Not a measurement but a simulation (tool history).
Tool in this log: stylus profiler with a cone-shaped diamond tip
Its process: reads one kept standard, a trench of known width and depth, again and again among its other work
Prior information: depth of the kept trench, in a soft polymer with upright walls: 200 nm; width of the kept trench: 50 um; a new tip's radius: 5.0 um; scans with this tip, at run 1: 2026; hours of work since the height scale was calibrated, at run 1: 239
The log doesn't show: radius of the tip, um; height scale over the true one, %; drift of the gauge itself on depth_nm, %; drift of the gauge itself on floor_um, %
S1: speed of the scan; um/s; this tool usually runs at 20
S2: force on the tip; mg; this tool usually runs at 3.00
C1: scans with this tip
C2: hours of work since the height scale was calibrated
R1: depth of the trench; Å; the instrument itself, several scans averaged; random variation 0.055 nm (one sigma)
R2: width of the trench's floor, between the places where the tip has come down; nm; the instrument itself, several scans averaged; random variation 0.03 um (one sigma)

run,hour,S1,S2,C1,C2,R1,R2
1,0.0,20,3.00,2026,239,2017.8,46960
2,73.2,20,3.00,2340,276,2017.9,46870
3,173.0,20,3.00,2770,327,2018.9,46850
4,273.6,20,3.00,3202,378,2018.1,46890
5,319.8,20,3.00,3400,401,2020.4,46830
6,408.1,20,3.00,3780,446,2020.1,46800
7,499.5,20,3.00,4172,492,2020.9,46710
8,562.5,20,3.00,4443,524,2020.9,46740
9,663.0,20,3.00,4875,575,2021.4,46700
10,753.5,36,3.00,5264,621,2021.9,46640
11,821.9,20,3.00,5558,655,2021.0,46570
12,902.1,53,3.00,5902,696,2022.1,46480
13,956.1,20,4.15,6135,723,2026.8,46630
14,1052.8,20,4.15,6550,772,2027.4,46540
15,1095.8,20,4.15,6735,794,2027.5,46540
16,1159.4,20,4.15,7008,826,2027.4,46490
17,1252.6,20,4.15,7408,874,2028.4,46500

Run 18 is up next; what results do you expect?
18,1322.6,32,4.31,7709,909,?,?

{"run 18": {"R1": 2029.3, "R2": 46450}}
Minus the tool's unlogged condition, the same run would have read R1 2020.4 Å, R2 47130 nm.

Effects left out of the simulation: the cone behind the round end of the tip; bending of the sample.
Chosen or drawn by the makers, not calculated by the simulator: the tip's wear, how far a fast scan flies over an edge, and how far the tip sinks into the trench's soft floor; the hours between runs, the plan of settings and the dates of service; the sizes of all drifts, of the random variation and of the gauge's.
